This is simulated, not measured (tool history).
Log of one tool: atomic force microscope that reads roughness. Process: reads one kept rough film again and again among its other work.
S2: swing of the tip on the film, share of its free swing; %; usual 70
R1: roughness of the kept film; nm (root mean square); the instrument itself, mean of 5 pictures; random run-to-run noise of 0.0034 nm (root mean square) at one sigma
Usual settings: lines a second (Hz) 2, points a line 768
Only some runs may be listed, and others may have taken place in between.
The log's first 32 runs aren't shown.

{"run": 33, "hour": 416.1, "lines a second (Hz)": 2.03, "S2": 76, "points a line": 315, "R1": 0.545}
{"run": 34, "hour": 429.4, "lines a second (Hz)": 2, "S2": 70, "points a line": 770, "R1": 0.569}
{"hour": 438.5, "done": "new tip fitted"}
{"run": 35, "hour": 439.1, "lines a second (Hz)": 0.98, "S2": 70, "points a line": 461, "R1": 0.59}
{"run": 36, "hour": 448.5, "lines a second (Hz)": 1.02, "S2": 57, "points a line": 501, "R1": 0.615}
{"run": 37, "hour": 459.0, "lines a second (Hz)": 1.02, "S2": 57, "points a line": 501, "R1": 0.61}
{"run": 38, "hour": 467.2, "lines a second (Hz)": 1.02, "S2": 57, "points a line": 256, "R1": 0.608}
{"run": 39, "hour": 477.5, "lines a second (Hz)": 1.82, "S2": 70, "points a line": 333, "R1": 0.575}
{"run": 40, "hour": 487.9, "lines a second (Hz)": 1.82, "S2": 70, "points a line": 333, "R1": 0.569}
{"run": 41, "hour": 504.3, "lines a second (Hz)": 1.19, "S2": 86, "points a line": 572, "R1": 0.544}
{"run": 42, "hour": 520.1, "lines a second (Hz)": 1.19, "S2": 86, "points a line": 572, "R1": 0.549}

Predict the results of run 43:
{"hour": 526.7, "done": "new tip fitted"}
{"run": 43, "hour": 533.3, "lines a second (Hz)": 0.97, "S2": 86, "points a line": 449, "R1": "?"}

Logged for run 43: R1 0.556 nm (root mean square).
With the hidden condition absent and the run-to-run variation left alone, this run would have shown R1 0.557 nm (root mean square).
